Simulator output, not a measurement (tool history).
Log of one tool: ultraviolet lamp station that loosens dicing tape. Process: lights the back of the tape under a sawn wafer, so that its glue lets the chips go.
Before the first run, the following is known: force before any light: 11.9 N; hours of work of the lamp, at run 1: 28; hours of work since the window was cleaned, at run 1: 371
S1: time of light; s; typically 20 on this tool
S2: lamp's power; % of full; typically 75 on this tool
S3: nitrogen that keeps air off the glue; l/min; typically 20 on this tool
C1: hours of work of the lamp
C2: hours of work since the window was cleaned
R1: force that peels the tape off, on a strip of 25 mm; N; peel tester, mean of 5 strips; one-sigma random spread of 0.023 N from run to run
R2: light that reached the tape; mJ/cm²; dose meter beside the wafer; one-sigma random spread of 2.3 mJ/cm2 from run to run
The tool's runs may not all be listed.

run,day,S1,S2,S3,C1,C2,R1,R2
1,0,20,75,20,28,371,1.492,188
2,0.283,20,75,26,32,375,1.41,190
3,0.854,20,75,26,42,385,1.346,189
4,1.342,20,75,26,50,393,1.399,186
5,1.721,38,75,26,56,399,0.364,348
6,2.133,18,75,20,63,406,1.911,165
7,2.762,18,75,20,74,417,1.889,166
8,3.333,20,75,20,83,426,1.676,177
9,3.621,20,75,20,88,431,1.59,181
10,3.971,11,75,20,94,437,3.986,100
11,4.442,20,75,20,102,445,1.617,181
12,4.717,20,75,15,107,450,1.812,178
13,5.271,20,75,15,116,459,1.876,177
14,5.583,20,75,20,121,464,1.598,181
15,5.896,12,75,20,126,469,3.649,106
16,6.362,12,75,20,134,477,3.675,100
# day 6.85: window cleaned of glue's vapour
17,7,20,75,20,145,3,1.169,209
18,7.346,39,75,20,150,8,0.287,405
19,7.733,30,75,20,157,15,0.502,312
20,8.167,30,75,20,164,22,0.503,309
21,8.717,21,75,20,173,31,1.117,219
22,9.358,21,75,20,184,42,1.147,218
23,9.7,21,86,12,190,48,1.114,248
24,10.296,11,96,22,200,58,2.427,144
25,10.821,17,75,18,209,66,1.828,169
26,11.096,17,75,18,213,71,1.841,171
27,11.425,38,76,8,219,77,0.509,382
28,11.904,38,96,10,227,85,0.287,492
29,12.188,10,95,20,231,89,2.894,126
30,12.788,34,79,20,241,99,0.372,356
31,13.4,11,75,25,252,110,3.309,108
32,13.742,13,75,17,257,115,2.85,130
33,14.175,20,75,11,265,123,1.78,197
34,14.542,20,75,11,271,129,1.871,197
35,14.967,23,60,30,278,136,1.438,179
36,15.346,31,60,30,284,142,0.767,239
37,15.962,31,60,30,295,153,0.773,237
38,16.488,20,75,18,303,161,1.42,195
39,16.925,18,98,6,311,169,1.805,226
40,17.2,18,98,6,315,173,1.83,224
41,17.571,20,76,36,322,180,1.106,196
42,18.133,20,76,36,331,189,1.133,197

Results per run with the tool's hidden condition removed, run-to-run variation unchanged:
The hidden state here: lamp's light, % of a new lamp's; light that the window lets through, % of a clean one's; drift of the gauge itself on peel_n, %; drift of the gauge itself on dose_mj_cm2, %.
run,R1,R2
1,1.101,219
2,1.03,221
3,0.97,221
4,1.003,219
5,0.276,411
6,1.4,196
7,1.371,198
8,1.176,213
9,1.113,218
10,3.195,120
11,1.113,218
12,1.263,216
13,1.296,216
14,1.079,220
15,2.812,129
16,2.819,125
17,1.071,218
18,0.267,424
19,0.451,327
20,0.449,325
21,0.992,231
22,1.008,231
23,0.971,264
24,2.173,155
25,1.601,182
26,1.607,185
27,0.429,414
28,0.256,534
29,2.565,138
30,0.313,389
31,2.927,118
32,2.486,143
33,1.477,218
34,1.546,218
35,1.158,199
36,0.597,267
37,0.597,266
38,1.118,219
39,1.441,255
40,1.454,254
41,0.838,223
42,0.853,224
